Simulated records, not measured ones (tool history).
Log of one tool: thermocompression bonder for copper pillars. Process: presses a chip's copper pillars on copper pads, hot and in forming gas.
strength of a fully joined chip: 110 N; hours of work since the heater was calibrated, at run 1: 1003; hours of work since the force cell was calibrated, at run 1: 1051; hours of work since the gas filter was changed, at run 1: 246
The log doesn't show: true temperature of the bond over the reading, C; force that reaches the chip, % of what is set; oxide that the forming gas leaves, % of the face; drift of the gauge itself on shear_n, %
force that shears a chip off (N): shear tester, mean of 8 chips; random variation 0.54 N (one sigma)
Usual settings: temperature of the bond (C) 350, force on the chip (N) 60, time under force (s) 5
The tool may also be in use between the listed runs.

run	hour	temperature of the bond (C)	force on the chip (N)	time under force (s)	hours of work since the heater was calibrated	hours of work since the force cell was calibrated	hours of work since the gas filter was changed	force that shears a chip off (N)
1	0	350	60	5	1003	1051	246	65.7
2	44.4	350	60	5	1033	1081	276	64.9
3	71.4	350	60	5	1051	1099	294	65.4
4	122.2	350	59	5	1085	1133	328	63.7
# hour 150.8: force cell calibrated
5	173.4	350	59	5	1118	15	361	60.9
# hour 178.6: forming gas filter changed
6	206.5	358	59	5	1140	37	19	70.3
7	238.8	358	59	5	1161	59	40	70
8	272.2	350	60	11	1184	81	63	82.3
# hour 308.2: heater calibrated with a thermocouple chip
9	316.3	350	60	11	5	109	91	84.8
10	359	350	90	5	34	138	119	86.6
11	387	350	90	5	53	156	138	86.7
12	428	350	60	5	80	184	166	70.9
13	478.3	350	60	3	114	217	199	59.2
14	516.4	350	60	5	139	243	225	68.1
15	551.1	350	60	5	163	266	248	68.4
16	589	350	60	5	188	292	273	68.6
17	618.4	350	60	5	208	311	293	68.4
18	668.6	344	60	5	241	345	327	64.6
19	721.1	344	60	5	276	380	362	63.9
# hour 725.5: forming gas filter changed
20	774.8	344	60	5	312	416	33	69.2
21	819.7	344	60	5	342	446	63	68.4
22	869.6	344	60	5	375	479	96	68.2
23	917	345	42	4	407	511	128	49.5
24	955.6	345	42	4	433	537	154	48.7
25	990	345	42	4	456	560	177	48.2
26	1016.9	331	42	4	474	578	195	42.6
27	1065.2	331	59	5	506	610	227	59.9
28	1096.3	331	86	9	527	631	248	84.3
29	1147.4	376	43	8	561	665	282	72.8
30	1195.2	321	65	10	593	697	314	69.7
31	1229.2	352	79	5	616	720	337	76
# hour 1267.9: forming gas filter changed
32	1272.5	351	49	3	645	748	3	54.2
33	1318.6	350	37	3	675	779	34	42.1
34	1361.4	324	82	9	704	808	63	81.8
35	1395.5	324	82	9	727	831	85	82.8
36	1425.9	337	60	5	747	851	106	62.7
37	1476.7	372	60	12	781	885	140	92.2
38	1524.6	362	60	5	813	917	172	73.5
39	1559.8	350	67	8	837	941	195	81.3
40	1604.8	345	37	5	867	971	225	46.5

Hidden state or all else? Some run-to-run changes of force that shears a chip off (N), split into what the settings, what came in and random variation would give without the hidden state, and what is left for the hidden state (with any gauge scatter that isn't in both results):
Run 5 -> 6: temperature of the bond (C) 350 -> 358, forming gas filter changed. force that shears a chip off (N) +9.4: hidden state +5.1, all else +4.3.
Run 19 -> 20: forming gas filter changed. force that shears a chip off (N) +5.3: hidden state +4.9, all else +0.4.
Run 31 -> 32: temperature of the bond (C) 352 -> 351, force on the chip (N) 79 -> 49, time under force (s) 5 -> 3, forming gas filter changed. force that shears a chip off (N) -21.8: hidden state +6.3, all else -28.1.
Run 33 -> 34: temperature of the bond (C) 350 -> 324, force on the chip (N) 37 -> 82, time under force (s) 3 -> 9. force that shears a chip off (N) +39.7: hidden state -1.3, all else +41.
Run 36 -> 37: temperature of the bond (C) 337 -> 372, time under force (s) 5 -> 12. force that shears a chip off (N) +29.5: hidden state -1.1, all else +30.6.
Run 39 -> 40: temperature of the bond (C) 350 -> 345, force on the chip (N) 67 -> 37, time under force (s) 8 -> 5. force that shears a chip off (N) -34.8: hidden state +1.2, all else -36.
